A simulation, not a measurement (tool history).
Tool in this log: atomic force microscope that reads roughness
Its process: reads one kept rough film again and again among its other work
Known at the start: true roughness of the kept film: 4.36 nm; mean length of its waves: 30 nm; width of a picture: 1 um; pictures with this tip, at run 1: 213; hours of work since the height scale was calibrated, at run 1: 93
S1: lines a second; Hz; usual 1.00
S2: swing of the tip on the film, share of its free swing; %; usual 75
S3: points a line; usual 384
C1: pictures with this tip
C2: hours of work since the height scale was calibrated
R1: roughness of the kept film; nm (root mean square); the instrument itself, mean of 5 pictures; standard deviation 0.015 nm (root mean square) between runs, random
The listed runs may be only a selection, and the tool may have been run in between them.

{"run": 1, "hour": 0.0, "S1": 1.0, "S2": 75, "S3": 384, "C1": 213, "C2": 93, "R1": 3.519}
{"run": 2, "hour": 36.3, "S1": 1.0, "S2": 75, "S3": 384, "C1": 278, "C2": 122, "R1": 3.511}
{"hour": 69.2, "done": "new tip fitted"}
{"run": 3, "hour": 69.2, "S1": 1.0, "S2": 75, "S3": 384, "C1": 0, "C2": 147, "R1": 3.533}
{"run": 4, "hour": 108.5, "S1": 1.0, "S2": 75, "S3": 384, "C1": 71, "C2": 178, "R1": 3.527}
{"run": 5, "hour": 150.1, "S1": 1.0, "S2": 63, "S3": 384, "C1": 145, "C2": 210, "R1": 3.646}
{"run": 6, "hour": 192.6, "S1": 1.0, "S2": 75, "S3": 384, "C1": 221, "C2": 244, "R1": 3.51}
{"run": 7, "hour": 231.0, "S1": 1.11, "S2": 62, "S3": 489, "C1": 290, "C2": 274, "R1": 3.699}
{"hour": 256.6, "done": "new tip fitted"}
{"run": 8, "hour": 266.4, "S1": 1.11, "S2": 73, "S3": 336, "C1": 18, "C2": 301, "R1": 3.522}

Forecast run 9:
{"run": 9, "hour": 293.5, "S1": 1.11, "S2": 73, "S3": 336, "C1": 66, "C2": 322, "R1": "?"}

For run 9 the tool returned R1 3.501 nm (root mean square).
The same run, on a tool lacking any hidden state, would have yielded R1 3.503 nm (root mean square).
